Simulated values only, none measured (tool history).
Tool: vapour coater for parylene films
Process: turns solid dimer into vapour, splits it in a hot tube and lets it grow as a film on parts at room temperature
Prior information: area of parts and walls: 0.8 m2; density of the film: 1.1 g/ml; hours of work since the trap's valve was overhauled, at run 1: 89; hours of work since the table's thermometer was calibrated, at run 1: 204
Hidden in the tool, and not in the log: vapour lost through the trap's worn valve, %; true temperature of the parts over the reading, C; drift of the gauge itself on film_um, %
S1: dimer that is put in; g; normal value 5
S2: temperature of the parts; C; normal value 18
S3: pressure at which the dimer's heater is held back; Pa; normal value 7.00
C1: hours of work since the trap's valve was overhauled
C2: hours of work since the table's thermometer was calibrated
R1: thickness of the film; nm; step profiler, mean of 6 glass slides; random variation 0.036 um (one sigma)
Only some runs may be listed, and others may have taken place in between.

run,hour,S1,S2,S3,C1,C2,R1
1,0.0,5,18,7.00,89,204,4130
2,29.9,5,18,7.00,104,219,4140
3,61.7,4,18,7.00,119,235,3300
4,91.8,8,18,7.00,134,249,6570
5,128.4,7,18,7.00,152,267,5590
6,163.7,7,18,7.00,169,285,5570
7,182.2,7,18,7.00,178,294,5690
8,204.1,5,18,7.00,189,304,4080
9,222.0,5,18,7.00,198,313,3950
10,254.4,5,18,7.00,214,329,3930
11,282.6,3,18,7.00,228,343,2360
12,304.2,3,18,7.19,238,354,2340
13,324.0,3,18,7.19,248,363,2330
14,359.8,3,26,2.26,265,381,1960
15,389.9,3,26,2.26,280,396,1930
# hour 396.8: trap's valve overhauled
16,420.9,5,11,2.16,12,409,4650
17,442.1,5,11,2.16,22,419,4710
18,473.9,7,12,4.94,38,435,6500
19,498.7,7,12,4.94,50,447,6510
# hour 504.2: trap's valve overhauled, once more
20,523.4,7,12,4.94,9,457,7680
21,538.8,7,27,2.01,17,465,4790
22,565.2,8,11,10.97,30,478,8630

Some steps in R1, run to run, broken into two amounts with sign: the step expected even without the hidden condition (settings, incoming material, random variation), and the rest, left for the hidden condition together with whatever gauge scatter is not in both the measured and the hidden-condition-free result:
Run 3 -> 4: S1 4 -> 8. R1 +3270 nm: hidden state -200, all else +3470.
Run 15 -> 16: S1 3 -> 5, S2 26 -> 11, S3 2.26 -> 2.16, trap's valve overhauled. R1 +2720 nm: hidden state -670, all else +3390.
Run 19 -> 20: trap's valve overhauled, once more. R1 +1170 nm: hidden state +1320, all else -150.
Run 21 -> 22: S1 7 -> 8, S2 27 -> 11, S3 2.01 -> 10.97. R1 +3840 nm: hidden state -100, all else +3940.

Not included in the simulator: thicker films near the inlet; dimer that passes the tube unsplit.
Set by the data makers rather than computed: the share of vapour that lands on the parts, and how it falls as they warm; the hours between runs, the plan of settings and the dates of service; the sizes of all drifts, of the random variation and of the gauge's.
